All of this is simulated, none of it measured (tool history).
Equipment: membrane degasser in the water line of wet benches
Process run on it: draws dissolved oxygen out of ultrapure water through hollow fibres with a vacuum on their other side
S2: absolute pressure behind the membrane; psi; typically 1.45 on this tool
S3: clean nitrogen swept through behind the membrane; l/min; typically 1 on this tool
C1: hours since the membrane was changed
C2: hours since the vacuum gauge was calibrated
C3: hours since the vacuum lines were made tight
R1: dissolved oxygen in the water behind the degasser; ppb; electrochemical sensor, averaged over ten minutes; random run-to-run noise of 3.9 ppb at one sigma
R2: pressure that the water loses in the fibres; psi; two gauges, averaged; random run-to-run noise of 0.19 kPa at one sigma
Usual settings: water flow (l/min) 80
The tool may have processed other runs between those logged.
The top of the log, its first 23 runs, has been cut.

run 24 hour=1152.4 | water_flow_(l/min)=83 S2=1.25 S3=1.97 | C1=3199 C2=4589 C3=3653 | R1=452.7 R2=5.962
-- hour=1182.9 vacuum gauge calibrated
run 25 hour=1218.1 | water_flow_(l/min)=98 S2=2.34 S3=0.7 | C1=3264 C2=35 C3=3719 | R1=2027.2 R2=7.058
run 26 hour=1279.4 | water_flow_(l/min)=66 S2=2.92 S3=0.7 | C1=3325 C2=96 C3=3780 | R1=2071.8 R2=4.73
run 27 hour=1339.1 | water_flow_(l/min)=66 S2=1.94 S3=0.7 | C1=3385 C2=156 C3=3839 | R1=1346.3 R2=4.746
run 28 hour=1394.4 | water_flow_(l/min)=50 S2=3.28 S3=0.45 | C1=3440 C2=211 C3=3895 | R1=2498.2 R2=3.598
run 29 hour=1440.6 | water_flow_(l/min)=115 S2=3.35 S3=2.26 | C1=3486 C2=258 C3=3941 | R1=1638.4 R2=8.237
run 30 hour=1500.7 | water_flow_(l/min)=115 S2=3.35 S3=2.26 | C1=3546 C2=318 C3=4001 | R1=1631.5 R2=8.289
run 31 hour=1562.7 | water_flow_(l/min)=115 S2=3.35 S3=2.26 | C1=3608 C2=380 C3=4063 | R1=1630.6 R2=8.327
run 32 hour=1608.6 | water_flow_(l/min)=115 S2=3.35 S3=2.26 | C1=3654 C2=426 C3=4109 | R1=1621.2 R2=8.227

4 options for the next run, each taken on its own from the tool as it stands now. Forecast them:
run A hour=1649.1 | water_flow_(l/min)=78 S2=2.6 S3=1.68 | C1=3695 C2=466 C3=4149 | R1=? R2=?
run B hour=1649.1 | water_flow_(l/min)=113 S2=1.45 S3=1 | C1=3695 C2=466 C3=4149 | R1=? R2=?
run C hour=1649.1 | water_flow_(l/min)=87 S2=2.36 S3=1.1 | C1=3695 C2=466 C3=4149 | R1=? R2=?
run D hour=1649.1 | water_flow_(l/min)=102 S2=2.38 S3=2.05 | C1=3695 C2=466 C3=4149 | R1=? R2=?

run=A R1=1173.3 R2=5.629
run=B R1=1043 R2=8.096
run=C R1=1502.4 R2=6.253
run=D R1=1114.4 R2=7.278
Had the tool no hidden state, the same runs would have come out as:
run=A R1=1173.2 R2=5.546
run=B R1=1044.3 R2=7.976
run=C R1=1503.6 R2=6.16
run=D R1=1114.2 R2=7.171
